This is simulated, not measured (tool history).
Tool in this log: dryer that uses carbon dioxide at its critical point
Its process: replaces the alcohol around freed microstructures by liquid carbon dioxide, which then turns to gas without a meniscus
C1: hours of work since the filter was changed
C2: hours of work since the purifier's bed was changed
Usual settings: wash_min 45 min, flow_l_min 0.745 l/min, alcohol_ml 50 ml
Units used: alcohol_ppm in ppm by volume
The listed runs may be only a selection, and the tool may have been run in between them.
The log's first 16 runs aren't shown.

Run 17, day 11.388: usual settings; C1 184; C2 280. Result: alcohol_ppm 72 ppm by volume.
Run 18, day 12.296: usual settings; C1 200; C2 297. Result: alcohol_ppm 85 ppm by volume.
Run 19, day 13.079: usual settings but wash_min 48 min, flow_l_min 1.014 l/min, alcohol_ml 43 ml; C1 214; C2 311. Result: alcohol_ppm 84 ppm by volume.
Run 20, day 13.750: usual settings but wash_min 48 min, flow_l_min 1.014 l/min, alcohol_ml 43 ml; C1 227; C2 323. Result: alcohol_ppm 86 ppm by volume.
Run 21, day 14.550: usual settings but wash_min 49 min, flow_l_min 0.687 l/min, alcohol_ml 43 ml; C1 241; C2 338. Result: alcohol_ppm 103 ppm by volume.
Run 22, day 15.425: usual settings but wash_min 49 min, flow_l_min 0.687 l/min, alcohol_ml 43 ml; C1 257; C2 354. Result: alcohol_ppm 104 ppm by volume.
Run 23, day 15.875: usual settings but wash_min 49 min, flow_l_min 0.687 l/min, alcohol_ml 43 ml; C1 265; C2 362. Result: alcohol_ppm 102 ppm by volume.
Run 24, day 16.817: usual settings but wash_min 53 min, flow_l_min 0.573 l/min, alcohol_ml 35 ml; C1 283; C2 379. Result: alcohol_ppm 113 ppm by volume.
Run 25, day 17.400: usual settings but wash_min 53 min, flow_l_min 0.514 l/min, alcohol_ml 27 ml; C1 293; C2 390. Result: alcohol_ppm 129 ppm by volume.
Run 26, day 18.083: usual settings but wash_min 48 min, flow_l_min 0.514 l/min, alcohol_ml 32 ml; C1 306; C2 402. Result: alcohol_ppm 161 ppm by volume.
Run 27, day 19.008: usual settings but wash_min 53 min, flow_l_min 0.559 l/min, alcohol_ml 80 ml; C1 322; C2 419. Result: alcohol_ppm 153 ppm by volume.
Run 28, day 19.446: usual settings but wash_min 29 min, alcohol_ml 86 ml; C1 330; C2 427. Result: alcohol_ppm 301 ppm by volume.
Run 29, day 20.212: usual settings but wash_min 58 min, flow_l_min 1.009 l/min; C1 344; C2 441. Result: alcohol_ppm 115 ppm by volume.
Run 30, day 21.146: usual settings but wash_min 58 min, flow_l_min 0.713 l/min, alcohol_ml 115 ml; C1 361; C2 458. Result: alcohol_ppm 126 ppm by volume.
Run 31, day 21.683: usual settings but wash_min 54 min, flow_l_min 0.714 l/min, alcohol_ml 75 ml; C1 371; C2 468. Result: alcohol_ppm 135 ppm by volume.
Run 32, day 22.596: usual settings but wash_min 54 min, flow_l_min 0.714 l/min, alcohol_ml 75 ml; C1 388; C2 484. Result: alcohol_ppm 133 ppm by volume.
Run 33, day 23.400: usual settings but wash_min 42 min, flow_l_min 0.595 l/min, alcohol_ml 75 ml; C1 403; C2 499. Result: alcohol_ppm 223 ppm by volume.
Run 34, day 23.908: usual settings but wash_min 42 min, flow_l_min 0.595 l/min, alcohol_ml 75 ml; C1 412; C2 508. Result: alcohol_ppm 227 ppm by volume.

Run 35 is up next; what results do you expect?
Run 35, day 24.333: usual settings but wash_min 55 min, alcohol_ml 85 ml; C1 420; C2 516. Result: alcohol_ppm ?.

Run 35 came out at alcohol_ppm 147 ppm by volume.
Minus the tool's unlogged condition, the same run would have read alcohol_ppm 13 ppm by volume.
